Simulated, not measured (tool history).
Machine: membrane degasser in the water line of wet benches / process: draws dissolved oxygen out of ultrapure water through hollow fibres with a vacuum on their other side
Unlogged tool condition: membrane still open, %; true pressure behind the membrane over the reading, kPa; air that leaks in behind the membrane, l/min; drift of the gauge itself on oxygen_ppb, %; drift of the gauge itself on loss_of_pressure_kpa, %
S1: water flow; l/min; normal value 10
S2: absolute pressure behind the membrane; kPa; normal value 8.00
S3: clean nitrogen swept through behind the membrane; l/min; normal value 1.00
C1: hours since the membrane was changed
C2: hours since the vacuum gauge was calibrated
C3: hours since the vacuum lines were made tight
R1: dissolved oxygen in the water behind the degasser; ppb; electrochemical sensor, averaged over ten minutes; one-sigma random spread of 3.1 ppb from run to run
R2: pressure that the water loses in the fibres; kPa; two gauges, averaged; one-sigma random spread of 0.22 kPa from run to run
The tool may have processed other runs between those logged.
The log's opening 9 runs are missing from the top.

run 10 hour=500.3 | S1=10 S2=6.29 S3=1.00 | C1=1163 C2=4341 C3=1501 | R1=279.5 R2=56.17
run 11 hour=562.7 | S1=10 S2=6.29 S3=1.00 | C1=1225 C2=4403 C3=1563 | R1=280.3 R2=55.84
run 12 hour=609.3 | S1=10 S2=6.29 S3=1.00 | C1=1272 C2=4450 C3=1610 | R1=282.7 R2=55.73
run 13 hour=684.3 | S1=10 S2=16.83 S3=1.00 | C1=1347 C2=4525 C3=1685 | R1=521.4 R2=55.84
run 14 hour=747.1 | S1=10 S2=16.83 S3=1.00 | C1=1410 C2=4587 C3=1748 | R1=507.9 R2=56.24
run 15 hour=827.2 | S1=10 S2=16.83 S3=1.00 | C1=1490 C2=4668 C3=1828 | R1=514.9 R2=55.85
run 16 hour=887.3 | S1=10 S2=16.83 S3=1.00 | C1=1550 C2=4728 C3=1888 | R1=512.8 R2=56.28
-- hour=893.2 vacuum gauge calibrated
run 17 hour=930.5 | S1=12 S2=11.27 S3=2.81 | C1=1593 C2=37 C3=1931 | R1=362.6 R2=67.29
run 18 hour=986.9 | S1=12 S2=11.27 S3=2.81 | C1=1649 C2=94 C3=1987 | R1=367.9 R2=67.09
run 19 hour=1067.4 | S1=14 S2=11.27 S3=2.81 | C1=1729 C2=174 C3=2068 | R1=459.5 R2=78.77
run 20 hour=1102.9 | S1=10 S2=8.24 S3=1.00 | C1=1765 C2=210 C3=2103 | R1=327.5 R2=56.37
run 21 hour=1145.0 | S1=10 S2=8.24 S3=1.00 | C1=1807 C2=252 C3=2145 | R1=335.5 R2=55.99
run 22 hour=1214.1 | S1=14 S2=11.38 S3=1.87 | C1=1876 C2=321 C3=2214 | R1=506.8 R2=78.26
run 23 hour=1288.9 | S1=14 S2=11.38 S3=1.87 | C1=1951 C2=396 C3=2289 | R1=493.1 R2=78.83
run 24 hour=1322.8 | S1=8 S2=12.62 S3=1.87 | C1=1985 C2=430 C3=2323 | R1=239.6 R2=44.94
-- hour=1376.0 vacuum gauge calibrated, once more
run 25 hour=1376.3 | S1=6 S2=15.15 S3=1.64 | C1=2038 C2=0 C3=2376 | R1=188.0 R2=33.55
run 26 hour=1416.1 | S1=16 S2=5.58 S3=0.64 | C1=2078 C2=40 C3=2416 | R1=559.8 R2=89.69
run 27 hour=1463.1 | S1=10 S2=9.58 S3=1.00 | C1=2125 C2=87 C3=2463 | R1=351.7 R2=55.52
run 28 hour=1500.4 | S1=6 S2=9.58 S3=1.00 | C1=2162 C2=124 C3=2500 | R1=168.5 R2=33.94
run 29 hour=1578.7 | S1=6 S2=9.58 S3=1.00 | C1=2240 C2=203 C3=2578 | R1=172.9 R2=34.00
run 30 hour=1614.6 | S1=15 S2=19.17 S3=1.00 | C1=2276 C2=239 C3=2614 | R1=872.6 R2=84.12
run 31 hour=1692.0 | S1=8 S2=11.00 S3=1.00 | C1=2354 C2=316 C3=2692 | R1=291.4 R2=45.15
run 32 hour=1749.7 | S1=8 S2=9.69 S3=0.93 | C1=2411 C2=374 C3=2749 | R1=269.0 R2=45.54

Here are 4 independent what-if runs from the current tool condition. What would each one return?
run A hour=1784.7 | S1=14 S2=12.42 S3=1.53 | C1=2446 C2=409 C3=2784 | R1=? R2=?
run B hour=1784.7 | S1=8 S2=9.69 S3=2.09 | C1=2446 C2=409 C3=2784 | R1=? R2=?
run C hour=1784.7 | S1=7 S2=8.00 S3=1.00 | C1=2446 C2=409 C3=2784 | R1=? R2=?
run D hour=1784.7 | S1=9 S2=9.69 S3=1.10 | C1=2446 C2=409 C3=2784 | R1=? R2=?

run=A R1=541.7 R2=78.44
run=B R1=204.5 R2=44.86
run=C R1=186.8 R2=39.21
run=D R1=295.3 R2=50.46
Had the tool no hidden state, the same runs would have come out as:
run=A R1=528.6 R2=77.56
run=B R1=197.4 R2=44.35
run=C R1=180.7 R2=38.77
run=D R1=286.9 R2=49.89
